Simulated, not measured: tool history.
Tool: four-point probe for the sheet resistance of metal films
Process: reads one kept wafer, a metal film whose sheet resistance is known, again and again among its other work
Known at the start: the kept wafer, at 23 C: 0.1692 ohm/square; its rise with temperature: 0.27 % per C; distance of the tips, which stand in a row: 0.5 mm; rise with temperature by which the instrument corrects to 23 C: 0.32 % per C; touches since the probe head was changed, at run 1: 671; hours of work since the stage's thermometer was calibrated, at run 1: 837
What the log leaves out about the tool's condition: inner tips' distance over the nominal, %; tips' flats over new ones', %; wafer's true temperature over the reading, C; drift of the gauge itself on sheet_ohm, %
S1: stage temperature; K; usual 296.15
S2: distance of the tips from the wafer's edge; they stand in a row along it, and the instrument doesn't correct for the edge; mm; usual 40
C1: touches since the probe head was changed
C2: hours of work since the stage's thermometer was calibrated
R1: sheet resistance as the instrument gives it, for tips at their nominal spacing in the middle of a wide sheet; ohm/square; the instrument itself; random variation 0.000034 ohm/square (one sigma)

run,hour,S1,S2,C1,C2,R1
1,0,296.15,40,671,837,0.169079
2,39.7,296.15,40,1467,865,0.169141
3,95.3,296.15,40,2584,904,0.169174
4,124.4,304.15,40,3168,925,0.168547
5,165.7,304.15,40,3996,954,0.168573
6,204.8,304.15,40,4782,982,0.168596
7,246.5,294.15,40,5619,1011,0.169491
8,314.1,294.15,40,6976,1059,0.169542
9,379.1,296.15,40,8281,1105,0.169383
10,420.2,296.15,40,9106,1134,0.169434
11,477,296.15,40,10245,1174,0.169435
12,542.4,296.15,40,11559,1220,0.169531
13,571.8,296.15,40,12149,1241,0.169531
14,642.2,296.15,5,13561,1290,0.170445
15,704.1,296.15,5,14805,1334,0.170506
16,736.1,297.15,40,15447,1356,0.169584
17,773.4,296.15,40,16196,1383,0.169722
18,819.7,296.15,40,17126,1415,0.169753
19,870,296.15,40,18135,1451,0.169733
20,907.7,296.15,40,18892,1478,0.169792
21,955.6,296.15,40,19853,1511,0.169797
22,993.8,296.15,4,20620,1538,0.171212
23,1054.2,297.15,4,21833,1581,0.171229
24,1090.1,297.15,4,22554,1606,0.171269
25,1123.1,297.15,4,23215,1629,0.171269
26,1153.6,297.15,4,23827,1651,0.171286
27,1183.4,297.15,4,24425,1672,0.171297
# hour 1236.3: stage's thermometer calibrated
28,1236.3,297.15,4,25477,0,0.171301
29,1279.5,297.15,4,26345,31,0.171306
30,1345.8,298.15,4,27676,77,0.171265
31,1400.2,298.15,4,28768,116,0.171323
32,1466.8,294.15,3,30105,163,0.172855
33,1513,296.15,63,31033,195,0.170201
34,1566.1,296.15,63,32097,233,0.170214
35,1617.8,302.15,35,33136,269,0.169736
36,1662,302.15,35,34022,300,0.169787
37,1724.8,302.15,35,35284,345,0.169823
38,1755.3,294.15,8,35897,366,0.170934
39,1806.8,294.15,8,36930,402,0.170952
40,1838.3,294.15,35,37563,425,0.170606
41,1878.1,294.15,35,38360,453,0.170706

Describe how what the log doesn't record of the tool's condition differs between the last listed run preceding each entry between runs and the first listed run following it.
In the gap between runs 27 and 28: stage's thermometer calibrated (hour 1236.3)
  inner tips' distance over the nominal, %: 0.387 -> 0.407; tips' flats over new ones', %: 22 -> 23; wafer's true temperature over the reading, C: 0.19 -> 0.03
  difference, measured minus the result without the unlogged condition, R1: +0.000801 -> +0.000766 ohm/square

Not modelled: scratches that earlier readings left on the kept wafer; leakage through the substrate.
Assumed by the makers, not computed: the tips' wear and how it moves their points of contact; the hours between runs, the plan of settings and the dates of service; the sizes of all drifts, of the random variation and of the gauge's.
